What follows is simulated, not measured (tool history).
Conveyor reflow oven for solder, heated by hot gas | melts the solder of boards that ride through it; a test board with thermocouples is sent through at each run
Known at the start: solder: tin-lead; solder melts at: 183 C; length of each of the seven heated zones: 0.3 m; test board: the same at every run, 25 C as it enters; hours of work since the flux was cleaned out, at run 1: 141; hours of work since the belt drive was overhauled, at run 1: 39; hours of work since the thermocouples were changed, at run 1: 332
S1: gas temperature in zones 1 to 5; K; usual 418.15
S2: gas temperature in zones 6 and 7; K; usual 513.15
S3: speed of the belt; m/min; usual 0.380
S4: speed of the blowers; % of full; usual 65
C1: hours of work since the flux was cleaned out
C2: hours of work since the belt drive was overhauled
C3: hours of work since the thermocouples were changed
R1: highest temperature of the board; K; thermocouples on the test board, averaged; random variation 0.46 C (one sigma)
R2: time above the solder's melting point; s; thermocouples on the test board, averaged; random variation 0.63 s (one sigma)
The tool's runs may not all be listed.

run 1 hour=0.0 | S1=418.15 S2=513.15 S3=0.380 S4=65 | C1=141 C2=39 C3=332 | R1=488.75 R2=70.1
run 2 hour=11.3 | S1=418.15 S2=509.15 S3=0.380 S4=65 | C1=146 C2=44 C3=337 | R1=485.45 R2=67.5
run 3 hour=16.8 | S1=418.15 S2=509.15 S3=0.380 S4=65 | C1=148 C2=46 C3=339 | R1=485.25 R2=66.9
run 4 hour=27.1 | S1=414.15 S2=509.15 S3=0.380 S4=65 | C1=153 C2=51 C3=344 | R1=483.95 R2=63.9
run 5 hour=38.3 | S1=418.15 S2=513.15 S3=0.408 S4=65 | C1=158 C2=56 C3=349 | R1=485.65 R2=61.2
run 6 hour=47.1 | S1=418.15 S2=513.15 S3=0.408 S4=65 | C1=162 C2=59 C3=352 | R1=484.65 R2=61.3
run 7 hour=53.1 | S1=418.15 S2=513.15 S3=0.408 S4=65 | C1=164 C2=62 C3=355 | R1=485.25 R2=61.4
run 8 hour=62.7 | S1=418.15 S2=513.15 S3=0.408 S4=65 | C1=168 C2=66 C3=359 | R1=484.25 R2=61.3
run 9 hour=67.8 | S1=418.15 S2=513.15 S3=0.380 S4=65 | C1=171 C2=68 C3=361 | R1=487.45 R2=69.4
run 10 hour=75.3 | S1=418.15 S2=513.15 S3=0.380 S4=65 | C1=174 C2=72 C3=365 | R1=487.85 R2=69.9
run 11 hour=84.7 | S1=418.15 S2=513.15 S3=0.380 S4=65 | C1=178 C2=76 C3=369 | R1=486.85 R2=68.7
run 12 hour=95.7 | S1=418.15 S2=513.15 S3=0.416 S4=65 | C1=183 C2=81 C3=373 | R1=483.75 R2=58.5
run 13 hour=103.5 | S1=414.15 S2=513.15 S3=0.380 S4=65 | C1=186 C2=84 C3=377 | R1=486.85 R2=67.0
-- hour=109.3 flux residue cleaned out of gas plates and filters
run 14 hour=115.8 | S1=414.15 S2=513.15 S3=0.380 S4=65 | C1=3 C2=87 C3=380 | R1=486.35 R2=67.1
run 15 hour=121.0 | S1=414.15 S2=513.15 S3=0.380 S4=65 | C1=5 C2=89 C3=382 | R1=486.05 R2=65.9
run 16 hour=126.4 | S1=414.15 S2=513.15 S3=0.380 S4=65 | C1=7 C2=92 C3=385 | R1=486.45 R2=65.2
run 17 hour=137.5 | S1=418.15 S2=513.15 S3=0.335 S4=72 | C1=12 C2=97 C3=389 | R1=494.35 R2=88.4
run 18 hour=142.6 | S1=418.15 S2=513.15 S3=0.335 S4=72 | C1=14 C2=99 C3=392 | R1=493.45 R2=87.6
run 19 hour=150.9 | S1=418.15 S2=501.15 S3=0.335 S4=72 | C1=18 C2=102 C3=395 | R1=484.15 R2=77.2
run 20 hour=155.8 | S1=430.15 S2=527.15 S3=0.321 S4=68 | C1=20 C2=104 C3=397 | R1=508.45 R2=110.7
-- hour=169.1 flux residue cleaned out of gas plates and filters, once more
run 21 hour=169.2 | S1=430.15 S2=527.15 S3=0.321 S4=68 | C1=0 C2=108 C3=401 | R1=509.65 R2=114.5
run 22 hour=174.4 | S1=418.15 S2=527.15 S3=0.444 S4=65 | C1=2 C2=110 C3=403 | R1=493.75 R2=64.3
run 23 hour=185.5 | S1=428.15 S2=513.15 S3=0.348 S4=65 | C1=7 C2=115 C3=408 | R1=494.75 R2=90.2
run 24 hour=191.3 | S1=428.15 S2=513.15 S3=0.348 S4=65 | C1=10 C2=118 C3=411 | R1=494.75 R2=89.0
run 25 hour=202.3 | S1=418.15 S2=504.15 S3=0.418 S4=65 | C1=14 C2=122 C3=415 | R1=478.75 R2=52.2
run 26 hour=208.4 | S1=418.15 S2=504.15 S3=0.418 S4=64 | C1=17 C2=125 C3=418 | R1=478.35 R2=51.2
run 27 hour=217.3 | S1=418.15 S2=504.15 S3=0.418 S4=64 | C1=21 C2=129 C3=422 | R1=477.95 R2=51.2
run 28 hour=225.8 | S1=418.15 S2=504.15 S3=0.418 S4=64 | C1=25 C2=133 C3=426 | R1=478.05 R2=50.7
run 29 hour=231.6 | S1=423.15 S2=513.15 S3=0.308 S4=61 | C1=27 C2=135 C3=428 | R1=496.25 R2=101.3
run 30 hour=237.9 | S1=423.15 S2=513.15 S3=0.308 S4=61 | C1=30 C2=138 C3=431 | R1=495.35 R2=100.2

Hidden state at the last listed run before each entry between runs and at the first one after, where it differs:
Between runs 13 and 14: flux residue cleaned out of gas plates and filters (hour 109.3)
  heat that the gas passes to the board, % of a clean oven's: 94.8 -> 94.1; true gas temperature in zones 6 and 7 over the reading, C: -1.24 -> -1.25
  measured less the result without the state, R1: -2.50 -> -2.70 K; R2: -3.0 -> -3.2 s
Between runs 20 and 21: flux residue cleaned out of gas plates and filters, once more (hour 169.1)
  heat that the gas passes to the board, % of a clean oven's: 93.7 -> 99.9; belt's true speed, % of the reading: 99.77 -> 99.76; true gas temperature in zones 6 and 7 over the reading, C: -1.28 -> -1.29
  measured less the result without the state, R1: -2.60 -> -1.10 K; R2: -1.3 -> -0.4 s
